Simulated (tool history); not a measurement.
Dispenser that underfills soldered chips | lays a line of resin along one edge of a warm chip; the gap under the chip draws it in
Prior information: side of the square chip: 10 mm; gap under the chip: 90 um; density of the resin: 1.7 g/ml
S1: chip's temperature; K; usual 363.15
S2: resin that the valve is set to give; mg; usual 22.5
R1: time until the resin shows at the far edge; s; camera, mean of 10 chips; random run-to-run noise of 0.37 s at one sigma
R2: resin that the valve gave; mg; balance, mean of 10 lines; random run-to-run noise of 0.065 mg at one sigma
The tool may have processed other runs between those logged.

run    day      S1    S2    R1     R2
  1      0  363.15  22.5  44.8   22.1
       0.1  -- new syringe of resin
  2  0.258  363.15  22.5  25.2  22.18
  3  0.529  363.15  22.5  36.1  22.13
     0.762  -- new syringe of resin
  4  1.021  363.15  22.5  28.6  21.97
  5  1.358  363.15  22.5  44.5  21.73
     1.425  -- new syringe of resin
  6  1.592  363.15  22.5  25.4  21.73
  7    1.9  363.15  22.5  38.8  21.72
     2.117  -- new syringe of resin
  8  2.138  363.15  22.5  20.9  21.63
  9  2.612  363.15  22.5    40  21.41
     2.783  -- new syringe of resin
 10  2.996  363.15  22.5  26.3  21.22
     3.442  -- new syringe of resin
 11  3.483  363.15  22.5  21.8  21.18
     3.692  -- dispensing valve cleaned and set on the balance
 12  3.879  363.15  23.8  32.9  23.75
     4.142  -- new syringe of resin
 13   4.25  363.15  23.8  21.9  23.54
 14  4.612  363.15  23.8    36  23.43
     4.812  -- new syringe of resin
 15  4.833  353.15  28.3  30.7  27.89
 16  5.275  351.15    25  62.6  24.46
     5.471  -- new syringe of resin
 17  5.504  351.15    25    34  24.44
 18  5.883  351.15    25  56.4  24.17
     6.133  -- new syringe of resin
 19  6.262  363.15  20.6  23.7  19.78
 20    6.6  363.15  20.6  37.9  19.75
     6.788  -- new syringe of resin
 21  6.929  359.15  23.6  27.4  22.54
 22  7.342  359.15  23.6  49.4   22.5
     7.454  -- new syringe of resin
 23  7.812  350.15  25.5  53.3  24.13
     8.125  -- new syringe of resin
     8.262  -- dispensing valve cleaned and set on the balance
 24  8.317  350.15  25.5  41.8   25.3
     8.821  -- new syringe of resin
 25  8.821  376.15  25.6  11.2  25.41

For some of the steps in R1 from one run to the next: how much would appear even if the tool had no hidden state, given the settings, what came in and random variation, and how much remains for the hidden state plus any gauge scatter that the measured result and the result without hidden state don't share?
Unlogged tool condition in this case: resin's viscosity, % of fresh resin's; dose that the valve gives, % of what is set; true chip temperature over the reading, C; drift of the gauge itself on fill_s, %; drift of the gauge itself on given_mg, %.
Run 15 -> 16: S1 353.15 -> 351.15, S2 28.3 -> 25. R1 +31.9 s: hidden state +27.9, all else +4.
Run 16 -> 17: new syringe of resin. R1 -28.6 s: hidden state -27.9, all else -0.7.
Run 18 -> 19: S1 351.15 -> 363.15, S2 25 -> 20.6, new syringe of resin. R1 -32.7 s: hidden state -19.5, all else -13.2.
